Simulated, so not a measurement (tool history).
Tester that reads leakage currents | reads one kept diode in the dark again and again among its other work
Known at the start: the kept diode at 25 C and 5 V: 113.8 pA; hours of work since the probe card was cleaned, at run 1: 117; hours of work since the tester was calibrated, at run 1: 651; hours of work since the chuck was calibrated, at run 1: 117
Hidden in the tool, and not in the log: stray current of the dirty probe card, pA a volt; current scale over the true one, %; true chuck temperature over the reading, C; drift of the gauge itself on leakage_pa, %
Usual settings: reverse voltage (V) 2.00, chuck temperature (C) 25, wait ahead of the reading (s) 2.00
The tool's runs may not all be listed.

| run | hour | reverse voltage (V) | chuck temperature (C) | wait ahead of the reading (s) | hours of work since the probe card was cleaned | hours of work since the tester was calibrated | hours of work since the chuck was calibrated | current that the tester gives (pA) |
|---|---|---|---|---|---|---|---|---|
| 1 | 0.0 | 2.00 | 25 | 2.00 | 117 | 651 | 117 | 80.85 |
| 2 | 133.8 | 2.00 | 25 | 2.00 | 187 | 721 | 187 | 80.63 |
| 3 | 405.7 | 1.63 | 25 | 2.00 | 328 | 862 | 328 | 73.77 |
| 4 | 591.1 | 1.63 | 25 | 2.00 | 425 | 959 | 425 | 73.66 |
| 5 | 769.8 | 1.63 | 33 | 2.00 | 518 | 1052 | 518 | 132.55 |
| 6 | 886.2 | 2.00 | 37 | 2.00 | 579 | 1112 | 579 | 189.75 |
| 7 | 1112.3 | 2.00 | 37 | 2.00 | 696 | 1230 | 696 | 188.89 |
| 8 | 1319.0 | 2.00 | 37 | 2.00 | 804 | 1338 | 804 | 187.19 |
|  | 1347.3 | chuck's temperature calibrated |
| 9 | 1589.5 | 2.00 | 25 | 2.00 | 944 | 1478 | 126 | 82.83 |
| 10 | 1737.7 | 2.00 | 25 | 1.91 | 1021 | 1555 | 203 | 83.10 |
| 11 | 1866.5 | 2.92 | 25 | 1.91 | 1088 | 1622 | 270 | 95.10 |
| 12 | 2098.5 | 2.92 | 25 | 1.91 | 1209 | 1743 | 391 | 94.67 |
| 13 | 2294.3 | 2.92 | 25 | 1.91 | 1311 | 1845 | 493 | 94.10 |
| 14 | 2443.3 | 5.62 | 25 | 0.64 | 1388 | 1922 | 571 | 123.39 |
| 15 | 2623.2 | 5.62 | 25 | 0.64 | 1482 | 2016 | 664 | 122.34 |
| 16 | 2740.4 | 5.62 | 25 | 0.64 | 1543 | 2077 | 726 | 122.76 |
| 17 | 2867.5 | 5.62 | 59 | 1.50 | 1609 | 2143 | 792 | 1202.75 |
|  | 2898.5 | chuck's temperature calibrated |
| 18 | 3118.5 | 5.76 | 42 | 2.57 | 1739 | 2273 | 115 | 413.41 |
| 19 | 3253.1 | 4.90 | 46 | 2.88 | 1809 | 2343 | 185 | 508.78 |
| 20 | 3468.4 | 2.63 | 23 | 3.13 | 1921 | 2455 | 297 | 78.90 |
| 21 | 3692.5 | 2.63 | 23 | 3.13 | 2038 | 2572 | 414 | 78.07 |

Forecast each of these 5 alternatives for the next run:
| A | 3928.0 | 4.57 | 53 | 2.27 | 2160 | 2694 | 536 | ? |
| B | 3928.0 | 2.00 | 25 | 0.52 | 2160 | 2694 | 536 | ? |
| C | 3928.0 | 2.01 | 23 | 2.55 | 2160 | 2694 | 536 | ? |
| D | 3928.0 | 7.07 | 25 | 0.63 | 2160 | 2694 | 536 | ? |
| E | 3928.0 | 2.00 | 23 | 2.00 | 2160 | 2694 | 536 | ? |

| run | current that the tester gives (pA) |
|---|---|
| A | 765.25 |
| B | 81.91 |
| C | 69.79 |
| D | 137.67 |
| E | 69.76 |
Without the tool's hidden state the same runs would have given:
| run | current that the tester gives (pA) |
|---|---|
| A | 788.62 |
| B | 82.81 |
| C | 70.19 |
| D | 133.56 |
| E | 70.18 |
